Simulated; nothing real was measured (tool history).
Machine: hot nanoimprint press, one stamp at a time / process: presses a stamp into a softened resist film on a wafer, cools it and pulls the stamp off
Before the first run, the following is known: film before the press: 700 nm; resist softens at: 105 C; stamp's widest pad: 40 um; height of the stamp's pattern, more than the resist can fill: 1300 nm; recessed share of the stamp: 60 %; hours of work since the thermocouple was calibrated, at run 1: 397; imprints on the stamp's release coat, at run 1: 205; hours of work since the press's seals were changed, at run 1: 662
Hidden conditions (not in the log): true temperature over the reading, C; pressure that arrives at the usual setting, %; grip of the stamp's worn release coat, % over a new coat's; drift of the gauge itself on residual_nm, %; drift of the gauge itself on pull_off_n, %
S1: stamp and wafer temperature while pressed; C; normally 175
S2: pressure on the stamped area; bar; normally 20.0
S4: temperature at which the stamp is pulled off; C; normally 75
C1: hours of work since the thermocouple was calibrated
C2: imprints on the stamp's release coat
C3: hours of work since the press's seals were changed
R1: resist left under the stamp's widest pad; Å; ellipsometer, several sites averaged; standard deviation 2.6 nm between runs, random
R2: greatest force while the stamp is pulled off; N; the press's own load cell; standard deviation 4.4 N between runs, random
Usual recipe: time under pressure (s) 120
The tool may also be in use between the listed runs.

{"run": 1, "hour": 0.0, "S1": 175, "S2": 20.0, "time under pressure (s)": 120, "S4": 75, "C1": 397, "C2": 205, "C3": 662, "R1": 4448, "R2": 219}
{"run": 2, "hour": 13.8, "S1": 175, "S2": 20.0, "time under pressure (s)": 120, "S4": 75, "C1": 406, "C2": 246, "C3": 672, "R1": 4438, "R2": 232}
{"hour": 39.2, "done": "plate thermocouple calibrated"}
{"run": 3, "hour": 42.6, "S1": 175, "S2": 20.0, "time under pressure (s)": 120, "S4": 75, "C1": 2, "C2": 323, "C3": 689, "R1": 4665, "R2": 235}
{"run": 4, "hour": 67.7, "S1": 175, "S2": 20.0, "time under pressure (s)": 120, "S4": 75, "C1": 19, "C2": 397, "C3": 706, "R1": 4690, "R2": 236}
{"run": 5, "hour": 87.1, "S1": 175, "S2": 20.0, "time under pressure (s)": 120, "S4": 75, "C1": 32, "C2": 454, "C3": 719, "R1": 4654, "R2": 243}
{"run": 6, "hour": 98.7, "S1": 175, "S2": 20.0, "time under pressure (s)": 120, "S4": 75, "C1": 40, "C2": 489, "C3": 726, "R1": 4591, "R2": 237}
{"run": 7, "hour": 119.5, "S1": 175, "S2": 20.0, "time under pressure (s)": 120, "S4": 83, "C1": 54, "C2": 551, "C3": 740, "R1": 4677, "R2": 227}
{"run": 8, "hour": 139.0, "S1": 175, "S2": 20.0, "time under pressure (s)": 120, "S4": 83, "C1": 67, "C2": 609, "C3": 753, "R1": 4624, "R2": 224}
{"hour": 143.8, "done": "plate thermocouple calibrated, once more"}
{"run": 9, "hour": 156.8, "S1": 175, "S2": 20.0, "time under pressure (s)": 120, "S4": 75, "C1": 9, "C2": 652, "C3": 763, "R1": 4266, "R2": 239}
{"run": 10, "hour": 173.3, "S1": 175, "S2": 20.0, "time under pressure (s)": 120, "S4": 75, "C1": 20, "C2": 701, "C3": 774, "R1": 4303, "R2": 234}
{"run": 11, "hour": 189.4, "S1": 175, "S2": 20.0, "time under pressure (s)": 120, "S4": 75, "C1": 31, "C2": 749, "C3": 785, "R1": 4238, "R2": 246}
{"run": 12, "hour": 214.2, "S1": 175, "S2": 20.0, "time under pressure (s)": 120, "S4": 75, "C1": 47, "C2": 822, "C3": 802, "R1": 4275, "R2": 248}
{"run": 13, "hour": 229.2, "S1": 175, "S2": 20.0, "time under pressure (s)": 130, "S4": 75, "C1": 57, "C2": 867, "C3": 812, "R1": 4156, "R2": 251}
{"run": 14, "hour": 249.9, "S1": 175, "S2": 20.0, "time under pressure (s)": 130, "S4": 75, "C1": 71, "C2": 928, "C3": 826, "R1": 4205, "R2": 249}
{"run": 15, "hour": 263.4, "S1": 175, "S2": 20.4, "time under pressure (s)": 120, "S4": 75, "C1": 80, "C2": 968, "C3": 835, "R1": 4278, "R2": 253}
{"run": 16, "hour": 289.9, "S1": 169, "S2": 20.0, "time under pressure (s)": 180, "S4": 61, "C1": 98, "C2": 1047, "C3": 853, "R1": 4733, "R2": 285}
{"run": 17, "hour": 310.7, "S1": 168, "S2": 20.0, "time under pressure (s)": 70, "S4": 75, "C1": 112, "C2": 1109, "C3": 867, "R1": 5881, "R2": 268}
{"run": 18, "hour": 330.0, "S1": 172, "S2": 12.8, "time under pressure (s)": 180, "S4": 61, "C1": 125, "C2": 1166, "C3": 880, "R1": 4903, "R2": 288}
{"run": 19, "hour": 343.7, "S1": 175, "S2": 20.0, "time under pressure (s)": 70, "S4": 80, "C1": 134, "C2": 1206, "C3": 889, "R1": 4978, "R2": 252}
{"run": 20, "hour": 361.5, "S1": 175, "S2": 14.2, "time under pressure (s)": 120, "S4": 75, "C1": 146, "C2": 1259, "C3": 901, "R1": 4874, "R2": 267}
{"run": 21, "hour": 381.6, "S1": 175, "S2": 14.2, "time under pressure (s)": 120, "S4": 72, "C1": 159, "C2": 1319, "C3": 914, "R1": 4849, "R2": 268}
{"run": 22, "hour": 401.2, "S1": 175, "S2": 14.2, "time under pressure (s)": 120, "S4": 72, "C1": 173, "C2": 1377, "C3": 927, "R1": 4821, "R2": 274}
{"run": 23, "hour": 421.7, "S1": 175, "S2": 20.0, "time under pressure (s)": 94, "S4": 75, "C1": 186, "C2": 1438, "C3": 941, "R1": 4664, "R2": 255}
{"run": 24, "hour": 448.3, "S1": 175, "S2": 20.0, "time under pressure (s)": 94, "S4": 75, "C1": 204, "C2": 1517, "C3": 959, "R1": 4757, "R2": 277}
{"run": 25, "hour": 467.9, "S1": 175, "S2": 20.0, "time under pressure (s)": 94, "S4": 75, "C1": 217, "C2": 1574, "C3": 972, "R1": 4718, "R2": 273}
{"run": 26, "hour": 481.7, "S1": 175, "S2": 20.0, "time under pressure (s)": 94, "S4": 75, "C1": 227, "C2": 1615, "C3": 981, "R1": 4713, "R2": 279}
{"run": 27, "hour": 507.6, "S1": 175, "S2": 16.4, "time under pressure (s)": 94, "S4": 72, "C1": 244, "C2": 1692, "C3": 999, "R1": 5053, "R2": 283}
{"run": 28, "hour": 523.0, "S1": 180, "S2": 20.5, "time under pressure (s)": 120, "S4": 69, "C1": 254, "C2": 1738, "C3": 1009, "R1": 3722, "R2": 288}
{"hour": 538.7, "done": "stamp cleaned and given a new release coat"}
{"run": 29, "hour": 555.2, "S1": 180, "S2": 20.5, "time under pressure (s)": 120, "S4": 63, "C1": 272, "C2": 50, "C3": 1027, "R1": 3722, "R2": 242}
{"run": 30, "hour": 574.2, "S1": 166, "S2": 20.0, "time under pressure (s)": 120, "S4": 75, "C1": 285, "C2": 106, "C3": 1039, "R1": 5725, "R2": 224}

Across each entry between runs, compare the hidden state at the last listed run before it with the hidden state at the first listed run after it:
From run 2 to run 3: plate thermocouple calibrated (hour 39.2)
  true temperature over the reading, C: -1.52 -> -2.69; pressure that arrives at the usual setting, %: 96.19 -> 96.1; grip of the stamp's worn release coat, % over a new coat's: 4 -> 5.2
  measured less the result without the state, R1: +275 -> +451 Å; R2: +11 -> +16 N
From run 8 to run 9: plate thermocouple calibrated, once more (hour 143.8)
  true temperature over the reading, C: -2.98 -> -0.13; pressure that arrives at the usual setting, %: 95.75 -> 95.69; grip of the stamp's worn release coat, % over a new coat's: 9.9 -> 10.6
  measured less the result without the state, R1: +490 -> +84 Å; R2: +25 -> +24 N
From run 28 to run 29: stamp cleaned and given a new release coat (hour 538.7)
  true temperature over the reading, C: -1.27 -> -1.35; pressure that arrives at the usual setting, %: 94.31 -> 94.22; grip of the stamp's worn release coat, % over a new coat's: 29.2 -> 0.8
  measured less the result without the state, R1: +253 -> +264 Å; R2: +68 -> +4 N
